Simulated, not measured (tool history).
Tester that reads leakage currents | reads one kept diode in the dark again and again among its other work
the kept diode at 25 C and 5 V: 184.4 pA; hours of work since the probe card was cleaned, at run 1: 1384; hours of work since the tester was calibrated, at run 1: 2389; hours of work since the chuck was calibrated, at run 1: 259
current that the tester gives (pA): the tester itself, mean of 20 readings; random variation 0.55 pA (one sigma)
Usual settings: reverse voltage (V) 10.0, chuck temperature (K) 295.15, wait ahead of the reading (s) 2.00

run    hour  reverse voltage (V)  chuck temperature (K)  wait ahead of the reading (s)  hours of work since the probe card was cleaned  hours of work since the tester was calibrated  hours of work since the chuck was calibrated  current that the tester gives (pA)
  1     0.0                 10.0                 295.15                           2.00                                            1384                                           2389                                           259                              176.33
       99.5  -- tester calibrated
  2   108.3                 10.0                 295.15                           2.00                                            1432                                              4                                           307                              177.15
  3   169.7                 10.0                 322.15                           2.00                                            1460                                             32                                           335                             1555.14
  4   290.9                  1.8                 295.15                           2.00                                            1514                                             86                                           389                               94.21
  5   351.9                  1.8                 295.15                           2.00                                            1542                                            114                                           417                               94.11
  6   429.6                  4.5                 295.15                           2.00                                            1577                                            149                                           452                              131.21
  7   529.3                 10.0                 307.15                           2.00                                            1621                                            193                                           497                              471.92
  8   600.0                 10.0                 307.15                           2.00                                            1653                                            225                                           528                              475.88
  9   716.7                 10.0                 307.15                           2.00                                            1706                                            278                                           581                              470.41
 10   805.5                 10.0                 307.15                           2.00                                            1746                                            318                                           621                              467.37
 11   934.5                  1.5                 295.15                           2.00                                            1804                                            376                                           679                               85.80
 12  1047.5                  1.5                 295.15                           2.00                                            1855                                            427                                           730                               84.44
 13  1111.9                  1.5                 295.15                           2.00                                            1884                                            456                                           759                               84.15
 14  1230.1                  1.5                 295.15                           2.00                                            1937                                            509                                           812                               83.44
 15  1355.5                 10.5                 295.15                           2.00                                            1993                                            565                                           869                              168.49
 16  1445.8                 10.5                 295.15                           2.00                                            2034                                            606                                           909                              168.14
 17  1585.4                 10.0                 303.15                           2.00                                            2097                                            669                                           972                              322.78
 18  1653.9                 10.0                 303.15                           2.00                                            2128                                            700                                          1003                              321.54
 19  1782.2                 10.0                 303.15                           2.00                                            2185                                            757                                          1061                              320.32
     1797.9  -- probe card cleaned and baked
 20  1920.5                 10.0                 295.15                           2.00                                              55                                            818                                          1122                              163.45
 21  1978.5                 10.0                 295.15                           2.00                                              81                                            844                                          1148                              163.76
 22  2095.3                 10.0                 295.15                           2.00                                             134                                            897                                          1200                              161.31
 23  2155.2                 10.0                 295.15                           2.00                                             161                                            924                                          1227                              160.55
 24  2262.4                  4.8                 295.15                           7.66                                             209                                            972                                          1275                              121.27
 25  2353.9                 16.1                 322.15                           2.71                                             250                                           1013                                          1317                             1644.37
 26  2419.1                 16.1                 307.15                           3.60                                             280                                           1043                                          1346                              514.13
 27  2478.7                  8.1                 295.15                           0.32                                             306                                           1070                                          1373                              148.07
     2510.0  -- probe card cleaned and baked, once more
 28  2618.2                 10.0                 295.15                           5.79                                              49                                           1131                                          1434                              149.72
 29  2682.1                 10.0                 313.15                           2.00                                              77                                           1160                                          1463                              680.96
 30  2743.9                  1.9                 313.15                           0.55                                             105                                           1188                                          1491                              377.08
     2799.9  -- chuck's temperature calibrated
 31  2826.1                 10.0                 330.15                           2.00                                             141                                           1224                                            12                             2845.61
 32  2932.5                  3.0                 323.15                           1.08                                             189                                           1272                                            60                             1109.98
 33  2993.7                  3.0                 323.15                           1.08                                             217                                           1299                                            87                             1105.29
 34  3088.2                  1.1                 295.15                           1.11                                             259                                           1342                                           130                               80.97
 35  3160.8                  7.2                 299.15                           0.35                                             292                                           1374                                           162                              225.73
 36  3272.0                  1.7                 317.15                           0.62                                             342                                           1424                                           213                              572.77
 37  3376.9                  1.7                 293.15                           0.62                                             389                                           1472                                           260                               78.37
 38  3455.4                 10.0                 319.15                           2.00                                             425                                           1507                                           295                             1231.60
 39  3562.0                  7.3                 300.15                           6.77                                             473                                           1555                                           343                              240.32

Hidden state at the last listed run before each entry between runs and at the first one after, where it differs:
Between runs 1 and 2: tester calibrated (hour 99.5)
  stray current of the dirty probe card, pA a volt: 0.261 -> 0.27; current scale over the true one, %: -0.84 -> 0.31; true chuck temperature over the reading, C: -0.43 -> -0.51
  measured less the result without the state, current that the tester gives (pA): -5.91 -> -4.86
Between runs 19 and 20: probe card cleaned and baked (hour 1797.9)
  stray current of the dirty probe card, pA a volt: 0.402 -> 0.607; current scale over the true one, %: 0.05 -> 0.03; true chuck temperature over the reading, C: -1.61 -> -1.7
  measured less the result without the state, current that the tester gives (pA): -41.54 -> -19.50
Between runs 27 and 28: probe card cleaned and baked, once more (hour 2510.0)
  stray current of the dirty probe card, pA a volt: 0.653 -> 0.032; current scale over the true one, %: -0.06 -> -0.08; true chuck temperature over the reading, C: -2.06 -> -2.15
  measured less the result without the state, current that the tester gives (pA): -23.03 -> -31.28
Between runs 30 and 31: chuck's temperature calibrated (hour 2799.9)
  stray current of the dirty probe card, pA a volt: 0.042 -> 0.048; current scale over the true one, %: -0.1 -> -0.12; true chuck temperature over the reading, C: -2.22 -> -0.07
  measured less the result without the state, current that the tester gives (pA): -72.43 -> -17.11

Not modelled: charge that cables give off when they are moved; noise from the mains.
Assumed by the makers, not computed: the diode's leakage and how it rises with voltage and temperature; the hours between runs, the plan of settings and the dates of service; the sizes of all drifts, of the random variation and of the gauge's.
